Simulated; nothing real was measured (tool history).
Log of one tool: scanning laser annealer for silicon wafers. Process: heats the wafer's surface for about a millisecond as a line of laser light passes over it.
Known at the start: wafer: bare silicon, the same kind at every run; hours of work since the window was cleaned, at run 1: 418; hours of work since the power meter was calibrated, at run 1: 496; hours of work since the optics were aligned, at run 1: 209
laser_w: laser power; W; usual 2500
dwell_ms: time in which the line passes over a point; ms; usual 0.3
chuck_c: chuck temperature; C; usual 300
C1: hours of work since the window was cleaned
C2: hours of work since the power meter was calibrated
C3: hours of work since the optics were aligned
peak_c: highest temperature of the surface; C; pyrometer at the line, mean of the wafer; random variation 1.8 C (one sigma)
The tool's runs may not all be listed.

Run 1, day 0: usual settings; C1 418; C2 496; C3 209. Result: peak_c 1084 C.
Run 2, day 1: usual settings; C1 431; C2 509; C3 222. Result: peak_c 1081 C.
Run 3, day 1.508: usual settings; C1 438; C2 516; C3 229. Result: peak_c 1084 C.
Run 4, day 2.033: usual settings; C1 445; C2 523; C3 236. Result: peak_c 1081 C.
Run 5, day 2.729: usual settings but dwell_ms 0.319 ms; C1 455; C2 533; C3 246. Result: peak_c 1110 C.
Run 6, day 3.704: usual settings but laser_w 2526 W; C1 468; C2 546; C3 259. Result: peak_c 1095 C.
Run 7, day 4.308: usual settings but laser_w 2526 W; C1 476; C2 554; C3 267. Result: peak_c 1089 C.
Run 8, day 5.308: usual settings but laser_w 2526 W; C1 490; C2 568; C3 281. Result: peak_c 1090 C.
Run 9, day 5.908: usual settings but laser_w 2526 W; C1 498; C2 576; C3 289. Result: peak_c 1092 C.
Run 10, day 6.575: usual settings but dwell_ms 0.378 ms; C1 507; C2 585; C3 298. Result: peak_c 1193 C.
Run 11, day 6.988: usual settings but chuck_c 285 C; C1 513; C2 591; C3 304. Result: peak_c 1069 C.
Run 12, day 7.758: usual settings but chuck_c 285 C; C1 524; C2 601; C3 314. Result: peak_c 1066 C.
Run 13, day 8.288: usual settings but dwell_ms 0.247 ms; C1 531; C2 609; C3 322. Result: peak_c 999 C.
Run 14, day 8.838: usual settings; C1 538; C2 616; C3 329. Result: peak_c 1083 C.
Run 15, day 9.392: usual settings but laser_w 2535 W; C1 546; C2 624; C3 337. Result: peak_c 1095 C.
Run 16, day 10.15: usual settings but dwell_ms 0.256 ms; C1 556; C2 634; C3 347. Result: peak_c 1016 C.
At day 10.492: window over the wafer cleaned.
Run 17, day 11.125: usual settings but dwell_ms 0.24 ms; C1 9; C2 646; C3 359. Result: peak_c 990 C.
Run 18, day 11.812: usual settings but laser_w 2676 W, dwell_ms 0.249 ms, chuck_c 320 C; C1 18; C2 656; C3 369. Result: peak_c 1082 C.
Run 19, day 12.404: usual settings but laser_w 2676 W, dwell_ms 0.249 ms, chuck_c 320 C; C1 26; C2 664; C3 377. Result: peak_c 1083 C.
Run 20, day 13.075: usual settings but laser_w 2207 W, dwell_ms 0.285 ms, chuck_c 308 C; C1 35; C2 673; C3 386. Result: peak_c 961 C.
Run 21, day 13.938: usual settings but laser_w 2345 W, dwell_ms 0.324 ms, chuck_c 312 C; C1 47; C2 685; C3 397. Result: peak_c 1067 C.
Run 22, day 14.762: usual settings but laser_w 2471 W, dwell_ms 0.266 ms, chuck_c 323 C; C1 58; C2 696; C3 409. Result: peak_c 1044 C.
Run 23, day 15.233: usual settings but laser_w 2471 W, dwell_ms 0.266 ms, chuck_c 323 C; C1 65; C2 702; C3 415. Result: peak_c 1042 C.
Run 24, day 15.717: usual settings but laser_w 2471 W, dwell_ms 0.247 ms, chuck_c 323 C; C1 71; C2 709; C3 422. Result: peak_c 1014 C.
Run 25, day 16.583: usual settings but laser_w 2471 W, dwell_ms 0.239 ms, chuck_c 331 C; C1 83; C2 721; C3 434. Result: peak_c 1008 C.
Run 26, day 17.112: usual settings but laser_w 2471 W, dwell_ms 0.239 ms, chuck_c 331 C; C1 90; C2 728; C3 441. Result: peak_c 1009 C.
Run 27, day 17.592: usual settings but laser_w 2471 W, dwell_ms 0.239 ms, chuck_c 331 C; C1 97; C2 734; C3 447. Result: peak_c 1007 C.
Run 28, day 18.512: usual settings but laser_w 2524 W, dwell_ms 0.352 ms, chuck_c 319 C; C1 109; C2 747; C3 460. Result: peak_c 1187 C.
Run 29, day 19.142: usual settings but laser_w 2524 W, dwell_ms 0.352 ms, chuck_c 319 C; C1 118; C2 756; C3 468. Result: peak_c 1185 C.
Run 30, day 19.55: usual settings but laser_w 2524 W, dwell_ms 0.352 ms, chuck_c 319 C; C1 124; C2 761; C3 474. Result: peak_c 1187 C.
Run 31, day 20.054: usual settings but laser_w 2524 W, dwell_ms 0.245 ms, chuck_c 280 C; C1 130; C2 768; C3 481. Result: peak_c 983 C.
Run 32, day 20.883: usual settings but laser_w 2597 W, chuck_c 317 C; C1 142; C2 779; C3 492. Result: peak_c 1134 C.
Run 33, day 21.467: usual settings but dwell_ms 0.263 ms, chuck_c 278 C; C1 150; C2 787; C3 500. Result: peak_c 1004 C.

Forecast each of these 4 alternatives for the next run:
Run A, day 22.158: usual settings but laser_w 2400 W, dwell_ms 0.263 ms, chuck_c 263 C; C1 159; C2 797; C3 510. Result: peak_c ?.
Run B, day 22.158: usual settings but laser_w 2371 W, dwell_ms 0.22 ms, chuck_c 267 C; C1 159; C2 797; C3 510. Result: peak_c ?.
Run C, day 22.158: usual settings but laser_w 2683 W; C1 159; C2 797; C3 510. Result: peak_c ?.
Run D, day 22.158: usual settings but laser_w 2540 W, dwell_ms 0.227 ms, chuck_c 270 C; C1 159; C2 797; C3 510. Result: peak_c ?.

run  peak_c
  A     957
  B     880
  C    1149
  D     950
Without the tool's hidden state the same runs would have given:
run  peak_c
  A     957
  B     881
  C    1150
  D     950
